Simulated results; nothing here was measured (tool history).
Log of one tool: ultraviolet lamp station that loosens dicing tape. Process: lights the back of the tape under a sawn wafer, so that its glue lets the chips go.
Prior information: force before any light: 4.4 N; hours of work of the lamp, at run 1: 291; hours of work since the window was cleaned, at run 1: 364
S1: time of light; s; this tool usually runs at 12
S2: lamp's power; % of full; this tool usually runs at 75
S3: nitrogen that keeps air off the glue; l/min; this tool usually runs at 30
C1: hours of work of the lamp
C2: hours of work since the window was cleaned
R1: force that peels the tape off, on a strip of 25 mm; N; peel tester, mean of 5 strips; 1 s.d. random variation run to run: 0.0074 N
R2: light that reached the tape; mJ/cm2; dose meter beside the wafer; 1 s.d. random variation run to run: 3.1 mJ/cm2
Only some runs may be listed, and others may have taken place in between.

{"run": 1, "hour": 0.0, "S1": 12, "S2": 75, "S3": 30, "C1": 291, "C2": 364, "R1": 0.278, "R2": 464}
{"run": 2, "hour": 54.3, "S1": 12, "S2": 75, "S3": 30, "C1": 325, "C2": 398, "R1": 0.26, "R2": 460}
{"run": 3, "hour": 99.9, "S1": 12, "S2": 75, "S3": 30, "C1": 353, "C2": 426, "R1": 0.279, "R2": 463}
{"run": 4, "hour": 127.1, "S1": 12, "S2": 75, "S3": 30, "C1": 370, "C2": 443, "R1": 0.274, "R2": 465}
{"run": 5, "hour": 174.5, "S1": 12, "S2": 75, "S3": 30, "C1": 400, "C2": 473, "R1": 0.274, "R2": 466}
{"run": 6, "hour": 212.1, "S1": 12, "S2": 75, "S3": 30, "C1": 424, "C2": 496, "R1": 0.279, "R2": 465}
{"run": 7, "hour": 248.4, "S1": 12, "S2": 75, "S3": 30, "C1": 446, "C2": 519, "R1": 0.278, "R2": 465}
{"run": 8, "hour": 284.3, "S1": 12, "S2": 71, "S3": 30, "C1": 469, "C2": 542, "R1": 0.321, "R2": 434}
{"run": 9, "hour": 326.8, "S1": 12, "S2": 75, "S3": 40, "C1": 495, "C2": 568, "R1": 0.207, "R2": 470}
{"run": 10, "hour": 364.7, "S1": 12, "S2": 75, "S3": 40, "C1": 519, "C2": 592, "R1": 0.218, "R2": 461}
{"run": 11, "hour": 396.6, "S1": 12, "S2": 75, "S3": 40, "C1": 539, "C2": 612, "R1": 0.225, "R2": 462}
{"hour": 413.5, "done": "window cleaned of glue's vapour"}
{"run": 12, "hour": 443.1, "S1": 22, "S2": 93, "S3": 27, "C1": 568, "C2": 18, "R1": 0.082, "R2": 1058}
{"run": 13, "hour": 476.3, "S1": 7, "S2": 87, "S3": 27, "C1": 589, "C2": 39, "R1": 0.647, "R2": 313}

For each entry between runs, how does the tool's hidden state at the last listed run before it compare with that at the first listed run after it?
After run 11, before run 12: window cleaned of glue's vapour (hour 413.5)
  lamp's light, % of a new lamp's: 99.9 -> 99.8; light that the window lets through, % of a clean one's: 99.9 -> 100

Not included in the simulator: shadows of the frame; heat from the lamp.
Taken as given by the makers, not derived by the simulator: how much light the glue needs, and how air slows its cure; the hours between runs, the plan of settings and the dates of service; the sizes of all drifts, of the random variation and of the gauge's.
